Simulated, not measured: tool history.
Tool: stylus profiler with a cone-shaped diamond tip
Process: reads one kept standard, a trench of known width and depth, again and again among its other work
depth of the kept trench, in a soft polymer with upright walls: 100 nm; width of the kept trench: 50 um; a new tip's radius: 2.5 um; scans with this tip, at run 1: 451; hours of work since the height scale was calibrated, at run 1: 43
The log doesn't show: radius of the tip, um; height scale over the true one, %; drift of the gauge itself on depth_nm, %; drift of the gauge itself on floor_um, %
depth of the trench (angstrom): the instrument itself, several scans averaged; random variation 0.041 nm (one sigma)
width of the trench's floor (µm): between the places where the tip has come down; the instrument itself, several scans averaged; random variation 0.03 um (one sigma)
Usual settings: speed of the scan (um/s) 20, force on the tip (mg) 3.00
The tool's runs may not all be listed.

run,hour,speed of the scan (um/s),force on the tip (mg),scans with this tip,hours of work since the height scale was calibrated,depth of the trench (angstrom),width of the trench's floor (µm)
1,0.0,20,3.00,451,43,1009.2,48.47
2,49.8,20,2.20,773,74,1007.1,48.45
3,117.9,20,2.20,1213,116,1006.6,48.38
4,184.2,20,2.20,1642,157,1007.4,48.36
5,229.3,20,2.20,1933,185,1007.2,48.30
6,274.0,20,2.20,2222,212,1007.0,48.27
7,339.6,20,2.20,2646,253,1007.0,48.21
8,402.4,20,2.20,3052,291,1006.9,48.12
9,436.6,11,7.28,3273,312,1015.7,48.16
10,474.9,30,5.24,3521,336,1012.3,48.16
11,531.5,12,1.98,3887,371,1006.6,48.10
12,590.8,12,1.98,4270,408,1006.3,48.04
13,622.0,9,2.85,4471,427,1008.2,48.06
14,667.8,26,1.10,4768,455,1004.0,47.89
15,731.6,15,1.15,5180,494,1003.6,47.90
16,796.2,64,1.28,5598,534,1003.5,47.71

Forecast each of these 5 alternatives for the next run:
A,841.7,13,2.38,5892,562,?,?
B,841.7,35,1.85,5892,562,?,?
C,841.7,32,2.92,5892,562,?,?
D,841.7,45,2.85,5892,562,?,?
E,841.7,64,5.01,5892,562,?,?

run,depth of the trench (angstrom),width of the trench's floor (µm)
A,1008.0,47.90
B,1005.7,47.75
C,1008.4,47.79
D,1007.3,47.75
E,1011.5,47.77
Without the tool's hidden state the same runs would have given:
run,depth of the trench (angstrom),width of the trench's floor (µm)
A,1008.8,48.62
B,1006.5,48.47
C,1009.2,48.51
D,1008.1,48.47
E,1012.3,48.50

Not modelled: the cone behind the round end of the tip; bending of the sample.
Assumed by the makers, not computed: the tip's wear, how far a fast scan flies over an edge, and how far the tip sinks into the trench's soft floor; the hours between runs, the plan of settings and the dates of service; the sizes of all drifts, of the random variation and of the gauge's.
